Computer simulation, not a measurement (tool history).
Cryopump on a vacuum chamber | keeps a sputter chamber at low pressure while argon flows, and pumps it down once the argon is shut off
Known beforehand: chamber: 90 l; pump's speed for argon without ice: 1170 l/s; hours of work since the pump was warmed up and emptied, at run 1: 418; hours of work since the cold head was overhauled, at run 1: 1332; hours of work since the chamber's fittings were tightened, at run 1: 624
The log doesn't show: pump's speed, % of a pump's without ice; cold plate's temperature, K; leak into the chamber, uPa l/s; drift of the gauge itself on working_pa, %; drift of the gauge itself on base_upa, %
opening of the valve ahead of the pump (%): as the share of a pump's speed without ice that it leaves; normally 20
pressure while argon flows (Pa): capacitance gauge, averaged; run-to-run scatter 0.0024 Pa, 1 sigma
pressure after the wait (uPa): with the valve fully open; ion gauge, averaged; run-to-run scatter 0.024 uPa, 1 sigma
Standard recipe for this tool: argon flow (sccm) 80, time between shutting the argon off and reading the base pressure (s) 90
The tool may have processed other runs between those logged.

run	day	argon flow (sccm)	time between shutting the argon off and reading the base pressure (s)	opening of the valve ahead of the pump (%)	hours of work since the pump was warmed up and emptied	hours of work since the cold head was overhauled	hours of work since the chamber's fittings were tightened	pressure while argon flows (Pa)	pressure after the wait (uPa)
1	0	80	90	20	418	1332	624	0.5941	1.84
2	4.546	80	90	28	462	1376	668	0.4324	1.87
3	6.821	80	90	27	484	1398	690	0.4508	1.9
4	10.175	80	90	27	517	1430	723	0.4513	2
5	14.004	80	90	59	554	1467	760	0.2215	2.04
6	17.492	80	90	59	587	1501	793	0.2201	2.07
7	21.171	80	90	59	623	1536	829	0.2261	2.16
8	25.358	80	90	59	663	1577	869	0.2261	2.24
9	28.279	80	90	59	691	1605	898	0.2282	2.34
10	32.546	80	90	59	733	1646	939	0.2299	2.35
11	36.662	111	105	21	772	1686	979	0.8131	2.36
12	38.975	111	105	21	795	1708	1001	0.8142	2.44
13	41.192	73	67	57	816	1730	1022	0.2196	2.77
14	46.15	80	90	34	864	1778	1070	0.3822	2.72
# day 48.079: pump warmed up, emptied and cooled again
15	49.533	80	90	34	14	1808	1101	0.3439	2.17
16	53.604	62	116	49	53	1848	1140	0.1883	2.22
17	56.25	86	90	20	79	1873	1166	0.6246	2.41
18	58.75	86	90	20	103	1897	1190	0.6277	2.39
19	63.162	80	208	20	146	1940	1233	0.5866	2.12

Alternative continuations, all from the tool just after run 19; predict every row:
A	66.896	80	96	28	182	1976	1269	?	?
B	66.896	36	84	26	182	1976	1269	?	?
C	66.896	80	187	20	182	1976	1269	?	?
D	66.896	80	28	27	182	1976	1269	?	?
E	66.896	115	207	22	182	1976	1269	?	?

run	pressure while argon flows (Pa)	pressure after the wait (uPa)
A	0.4207	2.47
B	0.2033	2.67
C	0.5891	2.28
D	0.4411	3.88
E	0.7644	2.16
Without the tool's hidden state the same runs would have given:
run	pressure while argon flows (Pa)	pressure after the wait (uPa)
A	0.4116	0.79
B	0.1992	0.93
C	0.5799	0.56
D	0.4319	2.17
E	0.7514	0.49
